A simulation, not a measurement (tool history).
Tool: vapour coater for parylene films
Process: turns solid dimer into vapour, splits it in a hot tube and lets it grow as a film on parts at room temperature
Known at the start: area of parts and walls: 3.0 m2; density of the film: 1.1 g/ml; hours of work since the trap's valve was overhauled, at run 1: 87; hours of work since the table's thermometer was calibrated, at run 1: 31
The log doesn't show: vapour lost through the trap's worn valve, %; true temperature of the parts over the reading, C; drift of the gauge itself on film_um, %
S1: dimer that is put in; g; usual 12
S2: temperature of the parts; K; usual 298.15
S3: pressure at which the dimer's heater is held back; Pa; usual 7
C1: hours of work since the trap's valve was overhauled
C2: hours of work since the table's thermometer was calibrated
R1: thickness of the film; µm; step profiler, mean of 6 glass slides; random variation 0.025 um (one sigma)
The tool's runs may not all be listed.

{"run": 1, "day": 0.0, "S1": 12, "S2": 298.15, "S3": 7, "C1": 87, "C2": 31, "R1": 1.8}
{"run": 2, "day": 0.8, "S1": 12, "S2": 298.15, "S3": 7, "C1": 102, "C2": 46, "R1": 1.79}
{"run": 3, "day": 1.462, "S1": 12, "S2": 298.15, "S3": 7, "C1": 114, "C2": 58, "R1": 1.78}
{"run": 4, "day": 1.8, "S1": 12, "S2": 298.15, "S3": 7, "C1": 121, "C2": 64, "R1": 1.77}
{"run": 5, "day": 2.588, "S1": 12, "S2": 298.15, "S3": 7, "C1": 135, "C2": 79, "R1": 1.78}
{"run": 6, "day": 2.929, "S1": 12, "S2": 298.15, "S3": 7, "C1": 141, "C2": 85, "R1": 1.78}
{"day": 3.042, "done": "table's thermometer calibrated"}
{"run": 7, "day": 3.571, "S1": 12, "S2": 298.15, "S3": 7, "C1": 152, "C2": 10, "R1": 1.74}
{"run": 8, "day": 3.979, "S1": 6, "S2": 298.15, "S3": 7, "C1": 160, "C2": 17, "R1": 0.91}
{"run": 9, "day": 4.517, "S1": 6, "S2": 298.15, "S3": 7, "C1": 170, "C2": 27, "R1": 0.88}
{"run": 10, "day": 4.912, "S1": 12, "S2": 295.15, "S3": 11.51, "C1": 177, "C2": 34, "R1": 1.72}
{"run": 11, "day": 5.304, "S1": 6, "S2": 296.15, "S3": 7.89, "C1": 184, "C2": 42, "R1": 0.89}
{"run": 12, "day": 5.825, "S1": 6, "S2": 296.15, "S3": 7.89, "C1": 194, "C2": 51, "R1": 0.86}
{"day": 5.975, "done": "table's thermometer calibrated, once more"}
{"run": 13, "day": 6.258, "S1": 12, "S2": 309.15, "S3": 3.47, "C1": 201, "C2": 5, "R1": 1.53}
{"run": 14, "day": 6.862, "S1": 12, "S2": 309.15, "S3": 3.47, "C1": 212, "C2": 16, "R1": 1.5}
{"run": 15, "day": 7.45, "S1": 12, "S2": 309.15, "S3": 3.47, "C1": 223, "C2": 27, "R1": 1.51}
{"run": 16, "day": 8.25, "S1": 12, "S2": 309.15, "S3": 3.47, "C1": 238, "C2": 42, "R1": 1.57}
{"run": 17, "day": 8.775, "S1": 21, "S2": 296.15, "S3": 2.32, "C1": 247, "C2": 51, "R1": 3.56}

4 ways to go on from here, each from the tool as it stands after run 17. What would each give?
{"run": "A", "day": 9.117, "S1": 9, "S2": 306.15, "S3": 11.63, "C1": 254, "C2": 58, "R1": "?"}
{"run": "B", "day": 9.117, "S1": 12, "S2": 300.15, "S3": 3.44, "C1": 254, "C2": 58, "R1": "?"}
{"run": "C", "day": 9.117, "S1": 19, "S2": 291.15, "S3": 7, "C1": 254, "C2": 58, "R1": "?"}
{"run": "D", "day": 9.117, "S1": 21, "S2": 298.15, "S3": 7, "C1": 254, "C2": 58, "R1": "?"}

run=A R1=1.01
run=B R1=1.79
run=C R1=3.08
run=D R1=2.97
Without the tool's hidden state the same runs would have given:
run=A R1=1.12
run=B R1=1.98
run=C R1=3.42
run=D R1=3.3

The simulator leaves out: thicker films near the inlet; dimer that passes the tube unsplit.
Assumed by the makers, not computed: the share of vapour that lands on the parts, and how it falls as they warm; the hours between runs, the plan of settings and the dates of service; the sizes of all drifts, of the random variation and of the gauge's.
